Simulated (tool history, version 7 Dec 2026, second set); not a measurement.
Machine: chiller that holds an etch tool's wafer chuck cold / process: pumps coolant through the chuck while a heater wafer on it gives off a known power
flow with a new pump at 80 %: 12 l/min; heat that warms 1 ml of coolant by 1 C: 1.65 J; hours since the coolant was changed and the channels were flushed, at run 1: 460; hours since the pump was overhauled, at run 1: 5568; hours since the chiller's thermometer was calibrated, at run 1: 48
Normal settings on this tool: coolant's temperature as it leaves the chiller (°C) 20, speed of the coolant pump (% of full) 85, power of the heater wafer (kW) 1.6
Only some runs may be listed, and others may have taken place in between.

run      day  coolant's temperature as it leaves the chiller (°C)  speed of the coolant pump (% of full)  power of the heater wafer (kW)  hours since the coolant was changed and the channels were flushed  hours since the pump was overhauled  hours since the chiller's thermometer was calibrated  chuck's temperature once it has settled (°C)  how much warmer the coolant comes back (C)
  1        0                                                   20                                     85                             1.6                                                                460                                 5568                                                    48                                          36.3                                        5.28
  2    5.542                                                   20                                     85                             1.6                                                                593                                 5701                                                   181                                          36.5                                        5.31
  3    9.658                                                   20                                     85                             1.6                                                                692                                 5800                                                   279                                          36.6                                        5.34
  4   15.154                                                   20                                     85                             1.6                                                                824                                 5932                                                   411                                            37                                        5.34
  5   19.633                                                   20                                     85                             1.6                                                                931                                 6040                                                   519                                          36.8                                        5.41
        21.7  -- coolant pump overhauled
  6   28.058                                                   20                                     85                             1.6                                                               1128                                  153                                                   716                                          38.9                                           6
  7   35.346                                                   20                                     85                             1.6                                                               1303                                  327                                                   891                                          39.1                                        6.03
  8   40.212                                                   20                                     85                             1.6                                                               1420                                  444                                                  1008                                          39.3                                        6.05
  9   45.496                                                   16                                     85                             1.6                                                               1547                                  571                                                  1135                                          35.4                                        6.07
      46.746  -- coolant pump overhauled, once more
 10   49.692                                                   16                                     85                             1.6                                                               1643                                   71                                                  1230                                          31.1                                        4.63
 11   56.433                                                   16                                     85                             1.6                                                               1804                                  232                                                  1392                                          31.2                                        4.67
 12   64.633                                                   29                                     85                             1.6                                                               2001                                  429                                                  1589                                          44.5                                         4.7
 13   73.558                                                   29                                     85                             1.6                                                               2215                                  643                                                  1803                                          44.6                                        4.74
 14   79.829                                                   29                                     85                             1.6                                                               2366                                  794                                                  1953                                          44.8                                        4.72
 15   88.783                                                   29                                     85                           1.693                                                               2581                                 1009                                                  2168                                          45.9                                        5.03
 16   96.221                                                   29                                     85                           1.693                                                               2759                                 1187                                                  2347                                          46.2                                        5.05
 17  104.917                                                   29                                     85                           1.693                                                               2968                                 1396                                                  2556                                          46.3                                        5.15
 18  112.625                                                   20                                     82                           0.891                                                               3153                                 1581                                                  2741                                          29.4                                        2.69
 19  119.862                                                   20                                     82                           0.891                                                               3327                                 1755                                                  2914                                          29.3                                        2.82
 20    128.9                                                   21                                     82                           0.891                                                               3544                                 1972                                                  3131                                          30.6                                        2.77
 21  136.058                                                   21                                     82                           0.891                                                               3715                                 2143                                                  3303                                          30.6                                        2.85
 22  141.383                                                   12                                     66                           2.387                                                               3843                                 2271                                                  3431                                          44.5                                         9.3
 23  149.042                                                   12                                     66                           2.387                                                               4027                                 2455                                                  3615                                          44.7                                        9.32
     153.108  -- chiller's thermometer calibrated
 24  156.833                                                   12                                     66                           2.387                                                               4213                                 2641                                                    89                                          45.8                                        9.36
 25  163.288                                                   22                                     66                           0.834                                                               4368                                 2796                                                   244                                          33.8                                        3.27

Below are 3 alternative next runs, each starting from the tool's condition after run 25. Predict each:
  A  172.638                                                   15                                     68                             1.6                                                               4592                                 3020                                                   469                                             ?                                           ?
  B  172.638                                                   22                                     93                             1.6                                                               4592                                 3020                                                   469                                             ?                                           ?
  C  172.638                                                   13                                     66                           1.521                                                               4592                                 3020                                                   469                                             ?                                           ?

run  chuck's temperature once it has settled (°C)  how much warmer the coolant comes back (C)
  A                                          37.5                                        6.21
  B                                          39.4                                         4.6
  C                                          35.2                                        6.07
With no hidden state in the tool, these same runs would have given:
run  chuck's temperature once it has settled (°C)  how much warmer the coolant comes back (C)
  A                                          32.1                                         5.7
  B                                          35.2                                        4.22
  C                                          29.9                                        5.57
